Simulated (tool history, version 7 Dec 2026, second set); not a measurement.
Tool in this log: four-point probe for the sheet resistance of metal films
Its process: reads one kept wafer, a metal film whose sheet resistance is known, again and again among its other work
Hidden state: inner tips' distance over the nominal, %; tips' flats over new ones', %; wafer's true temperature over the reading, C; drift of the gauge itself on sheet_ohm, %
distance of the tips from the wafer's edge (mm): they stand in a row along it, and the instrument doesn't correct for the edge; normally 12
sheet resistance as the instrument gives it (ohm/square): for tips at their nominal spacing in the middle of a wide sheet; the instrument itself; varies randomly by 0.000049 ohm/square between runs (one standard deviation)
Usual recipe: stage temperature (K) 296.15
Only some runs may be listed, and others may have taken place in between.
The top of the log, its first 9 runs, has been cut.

run   hour  stage temperature (K)  distance of the tips from the wafer's edge (mm)  touches since the probe head was changed  hours of work since the stage's thermometer was calibrated  sheet resistance as the instrument gives it (ohm/square)
 10  215.7                 296.15                                               18                                     19651                                                        1098                                                  0.242904
 11  247.3                 294.15                                               18                                     20201                                                        1120                                                  0.242932
 12  263.4                 294.15                                               18                                     20482                                                        1132                                                  0.242815
 13  289.6                 294.15                                               18                                     20938                                                        1151                                                  0.242873
 14  307.2                 299.15                                               12                                     21243                                                        1163                                                  0.243458
 15    331                 299.15                                               12                                     21657                                                        1180                                                  0.243392
     333.6  -- stage's thermometer calibrated
 16  363.6                 296.15                                                7                                     22215                                                          22                                                  0.246388
 17  391.3                 296.15                                                7                                     22696                                                          41                                                  0.246289
 18  419.8                 296.15                                                7                                     23192                                                          62                                                  0.246244
 19  442.2                 296.15                                                7                                     23581                                                          78                                                   0.24615
 20  473.2                 295.15                                               13                                     24120                                                         100                                                  0.243397
 21  498.5                 293.15                                               24                                     24560                                                         118                                                  0.242486
     523.6  -- stage's thermometer calibrated, once more
 22    533                 294.15                                               69                                     25152                                                           7                                                  0.242284
 23  556.4                 296.15                                               12                                     25558                                                          24                                                  0.243645
 24  585.3                 305.15                                                9                                     26061                                                          44                                                  0.244383
 25  601.3                 296.15                                               21                                     26339                                                          56                                                  0.242607

Predict the results of run 26:
 26  635.2                 296.15                                               21                                     26929                                                          80                                                         ?

{"run 26": {"sheet resistance as the instrument gives it (ohm/square)": 0.242642}}
The same run, on a tool lacking any hidden state, would have yielded sheet resistance as the instrument gives it (ohm/square) 0.244333.

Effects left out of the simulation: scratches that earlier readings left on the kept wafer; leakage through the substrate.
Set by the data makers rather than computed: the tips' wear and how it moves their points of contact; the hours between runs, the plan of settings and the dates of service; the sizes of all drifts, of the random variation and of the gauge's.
